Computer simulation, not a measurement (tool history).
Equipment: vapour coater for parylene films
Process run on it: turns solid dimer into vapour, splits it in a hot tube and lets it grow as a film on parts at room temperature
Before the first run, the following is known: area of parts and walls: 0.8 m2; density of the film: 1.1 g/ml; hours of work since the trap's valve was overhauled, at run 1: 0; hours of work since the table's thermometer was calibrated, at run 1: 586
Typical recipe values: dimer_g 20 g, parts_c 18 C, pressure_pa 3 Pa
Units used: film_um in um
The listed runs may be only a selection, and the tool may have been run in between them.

| run | hour | dimer_g | parts_c | pressure_pa | hours of work since the trap's valve was overhauled | hours of work since the table's thermometer was calibrated | film_um |
|---|---|---|---|---|---|---|---|
| 1 | 0 | 20 | 18 | 3 | 0 | 586 | 11.58 |
| 2 | 26.2 | 20 | 18 | 3 | 20 | 606 | 11.54 |
| 3 | 51.1 | 20 | 18 | 3 | 39 | 625 | 11.56 |
| 4 | 73.4 | 20 | 18 | 3 | 56 | 642 | 11.89 |
| 5 | 89.1 | 20 | 18 | 3 | 68 | 655 | 11.81 |
| 6 | 119.6 | 20 | 18 | 3 | 92 | 678 | 11.7 |
| 7 | 148.9 | 20 | 18 | 3 | 114 | 700 | 11.61 |
| 8 | 187.2 | 20 | 18 | 8.85 | 143 | 730 | 9.04 |
| 9 | 213.5 | 20 | 18 | 8.85 | 163 | 750 | 8.91 |
| 10 | 250.3 | 20 | 18 | 3 | 192 | 778 | 11.77 |
| 11 | 272.9 | 20 | 18 | 3 | 209 | 795 | 11.7 |
| 12 | 302.9 | 20 | 18 | 3 | 232 | 818 | 11.78 |
| 13 | 330.6 | 20 | 18 | 3 | 253 | 839 | 11.58 |
| 14 | 348.8 | 20 | 18 | 5.26 | 267 | 853 | 10.19 |
| 15 | 381.6 | 20 | 18 | 3 | 292 | 878 | 11.69 |
| 16 | 403.4 | 20 | 18 | 3 | 309 | 895 | 11.49 |
| 17 | 436.4 | 20 | 18 | 7.91 | 334 | 920 | 9.22 |
| 18 | 472.8 | 34 | 12 | 2.36 | 362 | 948 | 23.72 |
| 19 | 508.2 | 21 | 22 | 3 | 389 | 975 | 11.54 |
| 20 | 541.4 | 21 | 22 | 3 | 414 | 1001 | 11.36 |
| 21 | 571.2 | 21 | 22 | 3 | 437 | 1024 | 11.28 |
| 22 | 607.1 | 20 | 22 | 3 | 465 | 1051 | 10.75 |
| 23 | 637.2 | 20 | 22 | 3 | 488 | 1074 | 10.84 |
| 24 | 663.5 | 27 | 18 | 5.55 | 508 | 1094 | 13.44 |
| 25 | 681.2 | 27 | 18 | 5.55 | 522 | 1108 | 13.33 |
| 26 | 716 | 13 | 23 | 3 | 548 | 1134 | 6.79 |
| 27 | 732.6 | 13 | 23 | 3 | 561 | 1147 | 6.94 |
| 28 | 749.3 | 13 | 23 | 3 | 574 | 1160 | 6.87 |
|  | 761.9 | trap's valve overhauled |
| 29 | 774.9 | 20 | 18 | 9.22 | 10 | 1176 | 8.83 |
| 30 | 793.1 | 9 | 18 | 9.22 | 24 | 1190 | 3.98 |
| 31 | 814.6 | 20 | 23 | 2.2 | 40 | 1207 | 11.61 |
| 32 | 848.7 | 23 | 20 | 3.08 | 66 | 1233 | 12.88 |
| 33 | 877.5 | 26 | 10 | 3 | 88 | 1255 | 17.94 |
| 34 | 903.4 | 26 | 10 | 3 | 108 | 1275 | 17.8 |

Pick out some run-to-run changes in film_um. Of each, how much would a tool without hidden state show as well, from the settings, what came in and chance, and how much is left for the hidden state and any gauge scatter not in both results compared?
Hidden conditions of the tool in this case: vapour lost through the trap's worn valve, %; true temperature of the parts over the reading, C; drift of the gauge itself on film_um, %.
Run 17 -> 18: dimer_g 20 -> 34, parts_c 18 -> 12, pressure_pa 7.91 -> 2.36. film_um +14.5 um: hidden state -0.07, all else +14.57.
Run 18 -> 19: dimer_g 34 -> 21, parts_c 12 -> 22, pressure_pa 2.36 -> 3. film_um -12.18 um: hidden state +0.05, all else -12.23.
Run 25 -> 26: dimer_g 27 -> 13, parts_c 18 -> 23, pressure_pa 5.55 -> 3. film_um -6.54 um: hidden state +0.05, all else -6.59.
Run 30 -> 31: dimer_g 9 -> 20, parts_c 18 -> 23, pressure_pa 9.22 -> 2.2. film_um +7.63 um: hidden state +0, all else +7.63.
